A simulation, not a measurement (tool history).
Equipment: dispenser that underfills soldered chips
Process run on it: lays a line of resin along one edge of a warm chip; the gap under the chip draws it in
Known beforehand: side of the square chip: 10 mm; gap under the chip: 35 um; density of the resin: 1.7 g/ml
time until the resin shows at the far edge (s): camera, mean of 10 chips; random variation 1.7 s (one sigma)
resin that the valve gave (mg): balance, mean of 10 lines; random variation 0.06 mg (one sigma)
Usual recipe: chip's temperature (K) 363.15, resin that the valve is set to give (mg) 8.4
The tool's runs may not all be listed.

run,hour,chip's temperature (K),resin that the valve is set to give (mg),time until the resin shows at the far edge (s),resin that the valve gave (mg)
1,0,363.15,8.4,187.4,8.42
2,5.9,353.15,8.4,414.5,8.36
# hour 8.3: new syringe of resin
3,14.7,350.15,8.4,439.4,8.33
# hour 18.3: new syringe of resin
4,22.2,363.15,8.4,216.9,8.29
# hour 28.3: new syringe of resin
5,28.3,363.15,7.39,178.1,7.3
6,34.6,368.15,8.4,203.4,8.25
# hour 38.6: new syringe of resin
7,41.4,368.15,8.4,161.3,8.19
# hour 48.7: new syringe of resin
8,49.8,368.15,8.4,147.7,8.07
9,54.1,363.15,8.4,237.6,7.97
10,58.2,378.15,8.4,165.1,8.01
# hour 59.3: new syringe of resin
11,64.1,378.15,8.4,125.7,7.99
12,68.1,378.15,8.4,156.5,7.87
# hour 69.7: new syringe of resin
13,76.5,378.15,8.4,141.6,7.98
# hour 78.7: dispensing valve cleaned and set on the balance
# hour 81.2: new syringe of resin
14,84.9,358.15,8.4,264.1,8.36
# hour 91.3: new syringe of resin
15,91.5,358.15,8.53,220.7,8.41
16,96.3,358.15,8.53,294,8.38
17,100.8,358.15,8.53,376.1,8.35
# hour 101.8: new syringe of resin
18,105.2,363.15,8.4,209.6,8.2
19,110.7,363.15,8.4,289.3,8.14
# hour 111.8: new syringe of resin
20,118.6,371.15,9.13,180.2,8.69
# hour 122: new syringe of resin
21,125.9,363.15,9.2,211.5,8.89
22,130,372.15,10.13,183.4,9.81
# hour 132.4: new syringe of resin
23,136,371.15,8.4,151.9,8.09
# hour 142.4: new syringe of resin
24,142.4,371.15,8.4,125.6,7.97
25,149.3,360.15,7.63,305.5,7.22
# hour 152.5: new syringe of resin
26,155.9,360.15,8.95,239.7,8.57
# hour 157.3: dispensing valve cleaned and set on the balance
# hour 163.8: new syringe of resin
27,165.5,360.15,8.03,220.5,7.94
# hour 174.3: new syringe of resin
28,174.9,360.15,8.03,206.4,7.9
# hour 184.3: new syringe of resin
29,184.4,360.15,9.28,192.3,9.03
30,193.5,354.15,7.1,453.7,6.85
# hour 194.4: new syringe of resin
31,200.5,355.15,10.06,345,9.73
# hour 204.5: new syringe of resin
32,205,355.15,10.06,249.4,9.73
33,212.9,355.15,10.06,393,9.61
# hour 214.5: new syringe of resin
34,219,349.15,10.5,406.6,9.89
# hour 224.7: new syringe of resin
35,227.5,349.15,10.5,364.2,9.97

Here are 4 independent what-if runs from the current tool condition. What would each one return?
# hour 234.7: new syringe of resin
# hour 235.7: dispensing valve cleaned and set on the balance
A,237,353.15,8.55,?,?
# hour 234.7: new syringe of resin
# hour 235.7: dispensing valve cleaned and set on the balance
B,237,363.15,8.3,?,?
# hour 234.7: new syringe of resin
# hour 235.7: dispensing valve cleaned and set on the balance
C,237,364.15,9.09,?,?
# hour 234.7: new syringe of resin
# hour 235.7: dispensing valve cleaned and set on the balance
D,237,350.15,7.46,?,?

run,time until the resin shows at the far edge (s),resin that the valve gave (mg)
A,288.8,8.54
B,188.8,8.41
C,178.6,9.15
D,346.2,7.53
With the hidden condition removed and each run's random variation left untouched, the same runs would have given:
run,time until the resin shows at the far edge (s),resin that the valve gave (mg)
A,249.5,8.53
B,163.7,8.4
C,155,9.14
D,298.9,7.52

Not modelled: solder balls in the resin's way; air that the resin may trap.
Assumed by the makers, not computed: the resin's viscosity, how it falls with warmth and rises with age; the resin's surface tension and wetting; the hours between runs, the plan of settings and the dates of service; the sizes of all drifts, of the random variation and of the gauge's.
